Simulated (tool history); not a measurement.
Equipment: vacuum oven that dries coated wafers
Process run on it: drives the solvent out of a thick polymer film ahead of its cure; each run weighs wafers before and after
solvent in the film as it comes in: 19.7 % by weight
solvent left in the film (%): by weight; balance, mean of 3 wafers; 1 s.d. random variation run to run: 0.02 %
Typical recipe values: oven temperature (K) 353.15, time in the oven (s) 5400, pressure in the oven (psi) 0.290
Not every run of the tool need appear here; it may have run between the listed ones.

| run | hour | oven temperature (K) | time in the oven (s) | pressure in the oven (psi) | solvent left in the film (%) |
|---|---|---|---|---|---|
| 1 | 0.0 | 353.15 | 5400 | 0.290 | 3.47 |
| 2 | 83.5 | 353.15 | 5400 | 0.290 | 3.49 |
| 3 | 165.4 | 353.15 | 5400 | 0.290 | 3.51 |
| 4 | 282.6 | 353.15 | 5400 | 0.290 | 3.49 |
| 5 | 350.9 | 353.15 | 5400 | 0.290 | 3.54 |
| 6 | 399.7 | 353.15 | 5400 | 0.290 | 3.62 |
| 7 | 509.1 | 353.15 | 5400 | 0.290 | 3.59 |
| 8 | 600.1 | 353.15 | 5400 | 0.290 | 3.60 |
| 9 | 690.4 | 353.15 | 5400 | 0.290 | 3.63 |
| 10 | 779.0 | 353.15 | 9060 | 0.290 | 1.87 |
| 11 | 848.0 | 353.15 | 9060 | 0.290 | 1.91 |
| 12 | 956.0 | 353.15 | 9060 | 0.290 | 1.92 |
| 13 | 1016.8 | 353.15 | 9060 | 0.290 | 1.89 |
| 14 | 1118.9 | 353.15 | 9060 | 0.290 | 1.91 |
| 15 | 1186.3 | 353.15 | 9060 | 0.290 | 1.95 |
| 16 | 1263.6 | 353.15 | 9060 | 0.290 | 1.96 |
|  | 1303.4 | vacuum gauge cleaned of residue and calibrated |
| 17 | 1330.8 | 353.15 | 9060 | 0.290 | 1.79 |
| 18 | 1423.4 | 353.15 | 5400 | 0.290 | 3.60 |
|  | 1484.1 | oven's thermocouples calibrated |
| 19 | 1484.1 | 353.15 | 4920 | 0.290 | 4.19 |
| 20 | 1543.6 | 353.15 | 4920 | 0.290 | 4.17 |
| 21 | 1641.9 | 347.15 | 5400 | 0.290 | 5.41 |
| 22 | 1713.2 | 347.15 | 5400 | 0.290 | 5.45 |
| 23 | 1767.2 | 347.15 | 5400 | 0.290 | 5.47 |
|  | 1804.1 | oven's thermocouples calibrated, once more |
| 24 | 1884.2 | 343.15 | 5760 | 0.455 | 6.55 |
| 25 | 1967.5 | 353.15 | 3120 | 0.891 | 7.71 |
| 26 | 2083.9 | 353.15 | 4140 | 0.151 | 4.38 |
| 27 | 2139.4 | 353.15 | 4140 | 0.151 | 4.44 |
| 28 | 2212.9 | 353.15 | 4140 | 0.151 | 4.46 |
| 29 | 2281.3 | 353.15 | 3720 | 0.239 | 5.29 |
| 30 | 2363.8 | 353.15 | 4140 | 0.239 | 4.69 |
| 31 | 2452.4 | 353.15 | 4140 | 0.239 | 4.71 |
| 32 | 2558.6 | 352.15 | 3060 | 1.025 | 8.56 |
| 33 | 2607.0 | 353.15 | 9360 | 0.154 | 1.31 |
| 34 | 2717.7 | 345.15 | 8340 | 0.186 | 3.30 |
| 35 | 2813.5 | 357.15 | 8040 | 0.290 | 1.57 |
| 36 | 2861.8 | 357.15 | 8040 | 0.290 | 1.59 |
| 37 | 2928.7 | 357.15 | 8040 | 0.290 | 1.59 |
| 38 | 3000.8 | 357.15 | 8040 | 0.290 | 1.61 |
| 39 | 3075.9 | 353.15 | 4800 | 0.725 | 5.51 |
| 40 | 3174.8 | 353.15 | 4740 | 0.600 | 5.20 |
| 41 | 3284.7 | 343.15 | 5400 | 0.149 | 6.10 |
|  | 3294.4 | oven's thermocouples calibrated |
| 42 | 3377.4 | 343.15 | 5400 | 0.149 | 6.08 |
| 43 | 3432.4 | 366.15 | 8700 | 0.480 | 1.19 |
| 44 | 3483.8 | 360.15 | 7320 | 0.611 | 2.24 |
|  | 3508.7 | vacuum gauge cleaned of residue and calibrated |
| 45 | 3537.6 | 364.15 | 5400 | 0.290 | 1.49 |
| 46 | 3600.9 | 361.15 | 5400 | 0.392 | 2.19 |

Below are 5 alternative next runs, each starting from the tool's condition after run 46. Predict each:
| A | 3665.1 | 365.15 | 5400 | 0.190 | ? |
| B | 3665.1 | 360.15 | 6600 | 0.587 | ? |
| C | 3665.1 | 340.15 | 5400 | 0.392 | ? |
| D | 3665.1 | 343.15 | 5400 | 0.882 | ? |
| E | 3665.1 | 353.15 | 4980 | 0.290 | ? |

| run | solvent left in the film (%) |
|---|---|
| A | 1.20 |
| B | 2.31 |
| C | 7.82 |
| D | 8.69 |
| E | 4.00 |
With the hidden condition removed and each run's random variation left untouched, the same runs would have given:
| run | solvent left in the film (%) |
|---|---|
| A | 1.13 |
| B | 2.22 |
| C | 7.64 |
| D | 8.49 |
| E | 3.86 |
